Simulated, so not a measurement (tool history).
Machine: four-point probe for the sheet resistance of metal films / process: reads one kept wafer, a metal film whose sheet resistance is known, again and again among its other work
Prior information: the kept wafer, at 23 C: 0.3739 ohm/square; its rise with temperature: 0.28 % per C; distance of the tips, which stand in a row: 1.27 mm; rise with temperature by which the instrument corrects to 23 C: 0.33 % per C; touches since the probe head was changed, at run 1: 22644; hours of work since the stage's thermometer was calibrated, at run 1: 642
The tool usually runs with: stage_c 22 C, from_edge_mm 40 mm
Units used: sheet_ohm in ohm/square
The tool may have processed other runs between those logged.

| run | hour | stage_c | from_edge_mm | touches since the probe head was changed | hours of work since the stage's thermometer was calibrated | sheet_ohm |
|---|---|---|---|---|---|---|
| 1 | 0.0 | 22 | 40 | 22644 | 642 | 0.374243 |
| 2 | 14.9 | 22 | 40 | 23107 | 650 | 0.374064 |
| 3 | 29.6 | 22 | 40 | 23562 | 658 | 0.374222 |
| 4 | 40.2 | 22 | 40 | 23890 | 663 | 0.374147 |
| 5 | 57.4 | 22 | 40 | 24423 | 672 | 0.374304 |
| 6 | 68.6 | 22 | 40 | 24769 | 678 | 0.374088 |
| 7 | 83.2 | 22 | 40 | 25221 | 686 | 0.374337 |
| 8 | 101.5 | 22 | 40 | 25790 | 696 | 0.374065 |
| 9 | 115.9 | 35 | 40 | 26236 | 704 | 0.372316 |
| 10 | 127.5 | 30 | 40 | 26596 | 710 | 0.372802 |
| 11 | 138.0 | 30 | 40 | 26921 | 715 | 0.373011 |
| 12 | 153.7 | 32 | 40 | 27408 | 724 | 0.372690 |
| 13 | 165.7 | 32 | 40 | 27778 | 730 | 0.372801 |
| 14 | 173.8 | 32 | 40 | 28030 | 734 | 0.372847 |
| 15 | 192.2 | 26 | 40 | 28600 | 744 | 0.373620 |
| 16 | 210.8 | 26 | 40 | 29176 | 754 | 0.373643 |
| 17 | 221.1 | 26 | 40 | 29496 | 759 | 0.373814 |
| 18 | 229.7 | 26 | 40 | 29761 | 764 | 0.373555 |
| 19 | 238.4 | 26 | 40 | 30031 | 768 | 0.373622 |
| 20 | 253.5 | 26 | 40 | 30499 | 776 | 0.373678 |
| 21 | 268.5 | 26 | 40 | 30962 | 784 | 0.373639 |
| 22 | 280.3 | 26 | 40 | 31330 | 791 | 0.373705 |
| 23 | 297.1 | 33 | 21 | 31850 | 800 | 0.373171 |
| 24 | 307.1 | 33 | 4 | 32160 | 805 | 0.391453 |
| 25 | 319.5 | 33 | 48 | 32544 | 811 | 0.372555 |
| 26 | 333.2 | 27 | 37 | 32969 | 819 | 0.373568 |
| 27 | 344.0 | 27 | 37 | 33304 | 825 | 0.373424 |
| 28 | 356.2 | 20 | 30 | 33680 | 831 | 0.374726 |
| 29 | 368.2 | 21 | 23 | 34054 | 837 | 0.374877 |
| 30 | 382.2 | 21 | 8 | 34488 | 845 | 0.379297 |
| 31 | 393.9 | 22 | 6 | 34851 | 851 | 0.382955 |
| 32 | 406.5 | 19 | 25 | 35241 | 858 | 0.374999 |
| 33 | 416.3 | 22 | 10 | 35544 | 863 | 0.377295 |
| 34 | 433.7 | 21 | 58 | 36083 | 872 | 0.374251 |
| 35 | 446.1 | 21 | 58 | 36466 | 879 | 0.374290 |
| 36 | 464.3 | 21 | 58 | 37031 | 888 | 0.374357 |
| 37 | 482.9 | 33 | 7 | 37608 | 898 | 0.378981 |
| 38 | 493.1 | 33 | 35 | 37922 | 904 | 0.372530 |
| 39 | 510.4 | 26 | 19 | 38459 | 913 | 0.374332 |
| 40 | 524.6 | 26 | 19 | 38898 | 920 | 0.374345 |

5 ways to go on from here, each from the tool as it stands after run 40. What would each give?
| A | 532.6 | 19 | 5 | 39147 | 925 | ? |
| B | 532.6 | 23 | 14 | 39147 | 925 | ? |
| C | 532.6 | 28 | 12 | 39147 | 925 | ? |
| D | 532.6 | 22 | 5 | 39147 | 925 | ? |
| E | 532.6 | 26 | 19 | 39147 | 925 | ? |

| run | sheet_ohm |
|---|---|
| A | 0.387213 |
| B | 0.375590 |
| C | 0.375295 |
| D | 0.386588 |
| E | 0.374415 |
What these runs would have given with no unlogged condition in the tool:
| run | sheet_ohm |
|---|---|
| A | 0.387232 |
| B | 0.375609 |
| C | 0.375313 |
| D | 0.386607 |
| E | 0.374434 |

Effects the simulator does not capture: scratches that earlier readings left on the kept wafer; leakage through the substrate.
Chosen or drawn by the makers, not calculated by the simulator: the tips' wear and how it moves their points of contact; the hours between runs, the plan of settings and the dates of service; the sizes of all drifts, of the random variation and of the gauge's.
